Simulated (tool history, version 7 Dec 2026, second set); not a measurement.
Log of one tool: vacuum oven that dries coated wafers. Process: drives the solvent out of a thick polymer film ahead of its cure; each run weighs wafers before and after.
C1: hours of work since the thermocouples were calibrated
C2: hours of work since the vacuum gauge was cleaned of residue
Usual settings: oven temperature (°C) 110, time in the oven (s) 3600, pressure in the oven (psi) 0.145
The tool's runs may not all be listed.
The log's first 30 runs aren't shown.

Run 31, day 67.067: usual settings but oven temperature (°C) 101, time in the oven (s) 3900, pressure in the oven (psi) 0.116; C1 1631; C2 307. Result: solvent left in the film (%) 1.86.
Run 32, day 68.338: usual settings but oven temperature (°C) 97, time in the oven (s) 5760, pressure in the oven (psi) 0.116; C1 1654; C2 329. Result: solvent left in the film (%) 1.61.
Run 33, day 69.779: usual settings but oven temperature (°C) 102, time in the oven (s) 5640, pressure in the oven (psi) 0.168; C1 1680; C2 355. Result: solvent left in the film (%) 1.01.
At day 70.867: oven's thermocouples calibrated.
Run 34, day 72.396: usual settings but oven temperature (°C) 120, time in the oven (s) 2220, pressure in the oven (psi) 0.125; C1 28; C2 401. Result: solvent left in the film (%) 0.64.
Run 35, day 73.971: usual settings but oven temperature (°C) 120, time in the oven (s) 2220, pressure in the oven (psi) 0.125; C1 56; C2 429. Result: solvent left in the film (%) 0.63.
Run 36, day 75.783: usual settings but oven temperature (°C) 124, time in the oven (s) 3360, pressure in the oven (psi) 0.377; C1 88; C2 462. Result: solvent left in the film (%) 0.61.
Run 37, day 77.146: usual settings but oven temperature (°C) 124, time in the oven (s) 3360, pressure in the oven (psi) 0.377; C1 113; C2 486. Result: solvent left in the film (%) 0.65.
Run 38, day 78.417: usual settings but oven temperature (°C) 124, time in the oven (s) 3360, pressure in the oven (psi) 0.377; C1 136; C2 509. Result: solvent left in the film (%) 0.63.
Run 39, day 80.483: usual settings but oven temperature (°C) 121, pressure in the oven (psi) 0.229; C1 173; C2 546. Result: solvent left in the film (%) 0.47.
Run 40, day 82.675: usual settings but oven temperature (°C) 121, time in the oven (s) 4080, pressure in the oven (psi) 0.229; C1 212; C2 586. Result: solvent left in the film (%) 0.46.
Run 41, day 84.746: usual settings but oven temperature (°C) 97, time in the oven (s) 2520, pressure in the oven (psi) 0.247; C1 250; C2 623. Result: solvent left in the film (%) 5.50.
Run 42, day 87.408: usual settings but oven temperature (°C) 98, time in the oven (s) 3480, pressure in the oven (psi) 0.149; C1 297; C2 671. Result: solvent left in the film (%) 3.76.
Run 43, day 89.412: usual settings but oven temperature (°C) 98, time in the oven (s) 3480, pressure in the oven (psi) 0.149; C1 333; C2 707. Result: solvent left in the film (%) 3.73.
Run 44, day 92.104: usual settings but oven temperature (°C) 98, time in the oven (s) 3480, pressure in the oven (psi) 0.149; C1 382; C2 755. Result: solvent left in the film (%) 3.70.

5 ways to go on from here, each from the tool as it stands after run 44. What would each give?
Run A, day 95.138: usual settings but oven temperature (°C) 117, time in the oven (s) 2700, pressure in the oven (psi) 0.149; C1 436; C2 810. Result: solvent left in the film (%) ?.
Run B, day 95.138: usual settings but oven temperature (°C) 103, time in the oven (s) 3240, pressure in the oven (psi) 0.273; C1 436; C2 810. Result: solvent left in the film (%) ?.
Run C, day 95.138: usual settings but oven temperature (°C) 115, time in the oven (s) 3480, pressure in the oven (psi) 0.281; C1 436; C2 810. Result: solvent left in the film (%) ?.
Run D, day 95.138: usual settings but oven temperature (°C) 107, time in the oven (s) 2460, pressure in the oven (psi) 0.151; C1 436; C2 810. Result: solvent left in the film (%) ?.
Run E, day 95.138: usual settings but pressure in the oven (psi) 0.321; C1 436; C2 810. Result: solvent left in the film (%) ?.

run  solvent left in the film (%)
  A                          0.66
  B                          2.93
  C                          0.84
  D                          2.54
  E                          1.41
Without the tool's hidden state the same runs would have given:
run  solvent left in the film (%)
  A                          0.68
  B                          3.11
  C                          0.84
  D                          2.71
  E                          1.47

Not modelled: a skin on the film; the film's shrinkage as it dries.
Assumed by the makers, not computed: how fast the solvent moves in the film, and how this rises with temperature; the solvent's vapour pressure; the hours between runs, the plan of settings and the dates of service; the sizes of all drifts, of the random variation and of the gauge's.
